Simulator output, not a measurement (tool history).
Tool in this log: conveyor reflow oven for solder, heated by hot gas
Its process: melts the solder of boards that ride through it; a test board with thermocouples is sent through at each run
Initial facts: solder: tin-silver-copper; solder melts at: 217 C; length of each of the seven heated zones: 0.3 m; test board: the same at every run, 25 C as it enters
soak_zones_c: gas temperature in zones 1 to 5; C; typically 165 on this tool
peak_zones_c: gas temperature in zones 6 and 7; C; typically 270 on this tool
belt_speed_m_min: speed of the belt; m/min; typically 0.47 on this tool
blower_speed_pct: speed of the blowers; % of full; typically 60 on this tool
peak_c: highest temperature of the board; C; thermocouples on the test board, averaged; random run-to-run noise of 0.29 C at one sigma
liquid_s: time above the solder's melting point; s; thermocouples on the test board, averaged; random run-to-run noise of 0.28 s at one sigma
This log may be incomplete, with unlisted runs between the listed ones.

{"run": 1, "hour": 0.0, "soak_zones_c": 165, "peak_zones_c": 270, "belt_speed_m_min": 0.47, "blower_speed_pct": 60, "peak_c": 252.5, "liquid_s": 55.2}
{"run": 2, "hour": 55.2, "soak_zones_c": 165, "peak_zones_c": 270, "belt_speed_m_min": 0.47, "blower_speed_pct": 60, "peak_c": 252, "liquid_s": 54.9}
{"run": 3, "hour": 96.1, "soak_zones_c": 165, "peak_zones_c": 270, "belt_speed_m_min": 0.493, "blower_speed_pct": 60, "peak_c": 250.7, "liquid_s": 50.8}
{"run": 4, "hour": 138.1, "soak_zones_c": 165, "peak_zones_c": 270, "belt_speed_m_min": 0.491, "blower_speed_pct": 60, "peak_c": 250.5, "liquid_s": 50.9}
{"run": 5, "hour": 190.8, "soak_zones_c": 165, "peak_zones_c": 270, "belt_speed_m_min": 0.491, "blower_speed_pct": 60, "peak_c": 250.1, "liquid_s": 51.2}
{"run": 6, "hour": 239.5, "soak_zones_c": 165, "peak_zones_c": 270, "belt_speed_m_min": 0.47, "blower_speed_pct": 60, "peak_c": 251.4, "liquid_s": 54.5}
{"run": 7, "hour": 267.8, "soak_zones_c": 165, "peak_zones_c": 270, "belt_speed_m_min": 0.517, "blower_speed_pct": 60, "peak_c": 247.5, "liquid_s": 45.9}
{"run": 8, "hour": 310.7, "soak_zones_c": 165, "peak_zones_c": 270, "belt_speed_m_min": 0.517, "blower_speed_pct": 60, "peak_c": 248.2, "liquid_s": 45.5}
{"run": 9, "hour": 345.8, "soak_zones_c": 165, "peak_zones_c": 270, "belt_speed_m_min": 0.517, "blower_speed_pct": 60, "peak_c": 247.4, "liquid_s": 45.5}
{"run": 10, "hour": 376.7, "soak_zones_c": 165, "peak_zones_c": 270, "belt_speed_m_min": 0.517, "blower_speed_pct": 60, "peak_c": 247.6, "liquid_s": 45.1}
{"run": 11, "hour": 427.0, "soak_zones_c": 165, "peak_zones_c": 270, "belt_speed_m_min": 0.517, "blower_speed_pct": 60, "peak_c": 247.8, "liquid_s": 44.9}
{"run": 12, "hour": 457.5, "soak_zones_c": 165, "peak_zones_c": 270, "belt_speed_m_min": 0.517, "blower_speed_pct": 60, "peak_c": 247.3, "liquid_s": 44.7}
{"hour": 512.7, "done": "belt drive overhauled, speed set with a stopwatch"}
{"run": 13, "hour": 515.4, "soak_zones_c": 165, "peak_zones_c": 279, "belt_speed_m_min": 0.425, "blower_speed_pct": 65, "peak_c": 263.8, "liquid_s": 70.3}
{"run": 14, "hour": 554.2, "soak_zones_c": 165, "peak_zones_c": 279, "belt_speed_m_min": 0.425, "blower_speed_pct": 65, "peak_c": 263.3, "liquid_s": 69.6}
{"run": 15, "hour": 606.5, "soak_zones_c": 174, "peak_zones_c": 270, "belt_speed_m_min": 0.501, "blower_speed_pct": 60, "peak_c": 249.4, "liquid_s": 52.2}
{"hour": 640.8, "done": "belt drive overhauled, speed set with a stopwatch, once more"}
{"run": 16, "hour": 650.8, "soak_zones_c": 174, "peak_zones_c": 270, "belt_speed_m_min": 0.501, "blower_speed_pct": 64, "peak_c": 249.9, "liquid_s": 51.3}
{"run": 17, "hour": 688.4, "soak_zones_c": 165, "peak_zones_c": 277, "belt_speed_m_min": 0.47, "blower_speed_pct": 66, "peak_c": 257.2, "liquid_s": 57.8}
{"run": 18, "hour": 734.5, "soak_zones_c": 173, "peak_zones_c": 280, "belt_speed_m_min": 0.491, "blower_speed_pct": 85, "peak_c": 264.9, "liquid_s": 62.1}
{"run": 19, "hour": 769.2, "soak_zones_c": 165, "peak_zones_c": 270, "belt_speed_m_min": 0.552, "blower_speed_pct": 81, "peak_c": 249.5, "liquid_s": 43.7}
{"hour": 788.2, "done": "flux residue cleaned out of gas plates and filters"}
{"run": 20, "hour": 807.4, "soak_zones_c": 165, "peak_zones_c": 260, "belt_speed_m_min": 0.484, "blower_speed_pct": 60, "peak_c": 242, "liquid_s": 43.9}
{"run": 21, "hour": 837.0, "soak_zones_c": 157, "peak_zones_c": 266, "belt_speed_m_min": 0.439, "blower_speed_pct": 85, "peak_c": 255.6, "liquid_s": 61.4}
{"run": 22, "hour": 886.8, "soak_zones_c": 173, "peak_zones_c": 270, "belt_speed_m_min": 0.394, "blower_speed_pct": 60, "peak_c": 257.6, "liquid_s": 73.4}

Alternative continuations, all from the tool just after run 22; predict every row:
{"run": "A", "hour": 934.0, "soak_zones_c": 173, "peak_zones_c": 270, "belt_speed_m_min": 0.477, "blower_speed_pct": 60, "peak_c": "?", "liquid_s": "?"}
{"run": "B", "hour": 934.0, "soak_zones_c": 171, "peak_zones_c": 270, "belt_speed_m_min": 0.47, "blower_speed_pct": 60, "peak_c": "?", "liquid_s": "?"}
{"run": "C", "hour": 934.0, "soak_zones_c": 165, "peak_zones_c": 280, "belt_speed_m_min": 0.525, "blower_speed_pct": 60, "peak_c": "?", "liquid_s": "?"}
{"run": "D", "hour": 934.0, "soak_zones_c": 165, "peak_zones_c": 258, "belt_speed_m_min": 0.546, "blower_speed_pct": 58, "peak_c": "?", "liquid_s": "?"}
{"run": "E", "hour": 934.0, "soak_zones_c": 165, "peak_zones_c": 270, "belt_speed_m_min": 0.471, "blower_speed_pct": 60, "peak_c": "?", "liquid_s": "?"}

run=A peak_c=252.1 liquid_s=55.8
run=B peak_c=252 liquid_s=56.3
run=C peak_c=255.2 liquid_s=49.4
run=D peak_c=234.3 liquid_s=30.3
run=E peak_c=250.8 liquid_s=53.2
With the hidden condition removed and each run's random variation left untouched, the same runs would have given:
run=A peak_c=253.9 liquid_s=57.1
run=B peak_c=253.8 liquid_s=57.6
run=C peak_c=257.2 liquid_s=50.7
run=D peak_c=236.2 liquid_s=32.5
run=E peak_c=252.6 liquid_s=54.6

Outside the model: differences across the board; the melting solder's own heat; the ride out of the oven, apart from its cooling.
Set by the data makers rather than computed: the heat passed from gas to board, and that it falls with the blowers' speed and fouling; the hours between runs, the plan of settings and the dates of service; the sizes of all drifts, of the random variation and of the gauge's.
